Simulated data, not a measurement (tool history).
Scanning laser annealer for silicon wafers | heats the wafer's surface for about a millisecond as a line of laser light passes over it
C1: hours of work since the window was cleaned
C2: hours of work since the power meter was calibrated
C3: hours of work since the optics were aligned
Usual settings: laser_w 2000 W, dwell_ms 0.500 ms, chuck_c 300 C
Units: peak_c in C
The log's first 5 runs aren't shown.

Run 6, hour 81.2: usual settings but laser_w 1889 W; C1 16; C2 363; C3 1038. Result: peak_c 1032 C.
Run 7, hour 95.5: usual settings but laser_w 1889 W; C1 23; C2 370; C3 1045. Result: peak_c 1031 C.
Run 8, hour 115.9: usual settings but laser_w 1889 W; C1 34; C2 381; C3 1056. Result: peak_c 1032 C.
Run 9, hour 136.3: usual settings but laser_w 1889 W; C1 45; C2 392; C3 1067. Result: peak_c 1032 C.
Run 10, hour 156.0: usual settings but chuck_c 327 C; C1 55; C2 402; C3 1077. Result: peak_c 1107 C.
Run 11, hour 172.4: usual settings but chuck_c 327 C; C1 64; C2 411; C3 1086. Result: peak_c 1107 C.
Run 12, hour 191.3: usual settings but chuck_c 327 C; C1 74; C2 421; C3 1096. Result: peak_c 1107 C.
Run 13, hour 206.8: usual settings but laser_w 1864 W; C1 82; C2 429; C3 1104. Result: peak_c 1023 C.
Run 14, hour 225.4: usual settings but laser_w 1864 W; C1 92; C2 439; C3 1114. Result: peak_c 1021 C.
Run 15, hour 242.6: usual settings; C1 101; C2 448; C3 1123. Result: peak_c 1079 C.
Run 16, hour 254.0: usual settings; C1 107; C2 454; C3 1129. Result: peak_c 1079 C.
Run 17, hour 269.0: usual settings but dwell_ms 0.619 ms; C1 115; C2 462; C3 1137. Result: peak_c 1178 C.
Run 18, hour 292.4: usual settings but dwell_ms 0.354 ms; C1 127; C2 474; C3 1149. Result: peak_c 943 C.
Run 19, hour 316.2: usual settings; C1 140; C2 487; C3 1162. Result: peak_c 1079 C.
Run 20, hour 328.3: usual settings; C1 146; C2 493; C3 1168. Result: peak_c 1078 C.
Run 21, hour 345.6: usual settings but laser_w 1787 W, dwell_ms 0.367 ms, chuck_c 321 C; C1 155; C2 502; C3 1177. Result: peak_c 903 C.
Run 22, hour 365.1: usual settings but laser_w 1826 W, dwell_ms 0.582 ms, chuck_c 281 C; C1 165; C2 513; C3 1188. Result: peak_c 1051 C.
Run 23, hour 375.0: usual settings but laser_w 1956 W, dwell_ms 0.582 ms, chuck_c 273 C; C1 171; C2 518; C3 1193. Result: peak_c 1099 C.
Run 24, hour 386.7: usual settings but laser_w 1956 W, dwell_ms 0.582 ms, chuck_c 273 C; C1 177; C2 524; C3 1199. Result: peak_c 1100 C.
Run 25, hour 410.8: usual settings but dwell_ms 0.494 ms, chuck_c 277 C; C1 189; C2 537; C3 1212. Result: peak_c 1051 C.
Run 26, hour 433.0: usual settings but laser_w 2083 W, dwell_ms 0.494 ms, chuck_c 266 C; C1 201; C2 548; C3 1224. Result: peak_c 1074 C.
Run 27, hour 443.1: usual settings but laser_w 2083 W, dwell_ms 0.494 ms, chuck_c 266 C; C1 206; C2 554; C3 1229. Result: peak_c 1074 C.

Forecast run 28:
Run 28, hour 461.5: usual settings but chuck_c 280 C; C1 216; C2 563; C3 1239. Result: peak_c ?.

peak_c: 1056 C
Without the tool's hidden state the same run would have given peak_c 1057 C.

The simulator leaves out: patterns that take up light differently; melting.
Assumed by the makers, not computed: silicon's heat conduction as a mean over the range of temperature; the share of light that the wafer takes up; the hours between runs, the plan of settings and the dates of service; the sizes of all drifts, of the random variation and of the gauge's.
